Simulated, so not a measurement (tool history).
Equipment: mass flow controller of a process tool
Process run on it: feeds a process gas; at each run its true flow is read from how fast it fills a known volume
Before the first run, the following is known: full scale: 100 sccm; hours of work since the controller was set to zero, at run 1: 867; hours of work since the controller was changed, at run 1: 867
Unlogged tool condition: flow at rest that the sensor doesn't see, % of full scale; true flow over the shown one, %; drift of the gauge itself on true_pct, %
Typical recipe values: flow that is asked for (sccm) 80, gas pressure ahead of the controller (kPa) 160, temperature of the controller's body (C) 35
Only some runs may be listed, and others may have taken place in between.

run    hour  flow that is asked for (sccm)  gas pressure ahead of the controller (kPa)  temperature of the controller's body (C)  hours of work since the controller was set to zero  hours of work since the controller was changed  true flow (%)
  1       0                             80                                         160                                        35                                                 867                                             867         100.06
  2    80.1                             80                                         160                                        35                                                 913                                             913          99.99
  3   150.2                             80                                         160                                        35                                                 952                                             952         100.14
  4   260.7                             80                                         160                                        35                                                1015                                            1015         100.09
  5   319.4                             41                                         160                                        35                                                1048                                            1048           99.5
  6   404.2                             80                                         160                                        35                                                1096                                            1096         100.18
  7   513.7                             73                                         160                                        35                                                1158                                            1158          100.1
  8   621.2                             73                                         160                                        35                                                1218                                            1218         100.19
  9   723.6                             80                                         160                                        35                                                1276                                            1276          100.4
 10   816.8                             80                                         217                                        35                                                1329                                            1329         100.71
 11   888.2                             80                                         160                                        26                                                1369                                            1369          99.98
 12   987.6                             80                                         160                                        35                                                1425                                            1425         100.53
 13  1097.4                             80                                         160                                        35                                                1487                                            1487         100.45
 14  1174.2                             80                                         160                                        35                                                1531                                            1531         100.38
 15  1277.2                             80                                         160                                        35                                                1589                                            1589         100.46
 16  1353.2                             80                                         194                                        34                                                1632                                            1632         100.79
 17  1457.3                             92                                         194                                        32                                                1691                                            1691         100.87
 18    1530                             15                                         225                                        24                                                1732                                            1732         100.87
     1540.8  -- controller's zero set anew
 19  1627.4                             15                                         225                                        24                                                  49                                            1786         102.65
 20    1724                             26                                         166                                        35                                                 104                                            1841         101.19
 21  1788.4                             79                                         149                                        21                                                 140                                            1877         100.35
 22  1845.9                             87                                         160                                        25                                                 172                                            1910         100.85
 23    1912                             16                                         229                                        33                                                 210                                            1947         102.92
 24  1984.3                             56                                         269                                        30                                                 251                                            1988         101.28
 25  2061.5                             93                                         275                                        30                                                 294                                            2032          101.9
 26  2139.8                             84                                         150                                        26                                                 338                                            2076         100.82

Selected run-to-run steps in true flow (%), each split into two signed amounts: the part the tool would show with no hidden state at all (from settings, incoming material and random variation), and the remainder, which goes to the hidden state together with any gauge scatter not common to the measured and the hidden-state-free results:
Run 18 -> 19: controller's zero set anew. true flow (%) +1.78: hidden state +1.69, all else +0.09.
Run 22 -> 23: flow that is asked for (sccm) 87 -> 16, gas pressure ahead of the controller (kPa) 160 -> 229, temperature of the controller's body (C) 25 -> 33. true flow (%) +2.07: hidden state +3.51, all else -1.44.
Run 23 -> 24: flow that is asked for (sccm) 16 -> 56, gas pressure ahead of the controller (kPa) 229 -> 269, temperature of the controller's body (C) 33 -> 30. true flow (%) -1.64: hidden state -3.03, all else +1.39.
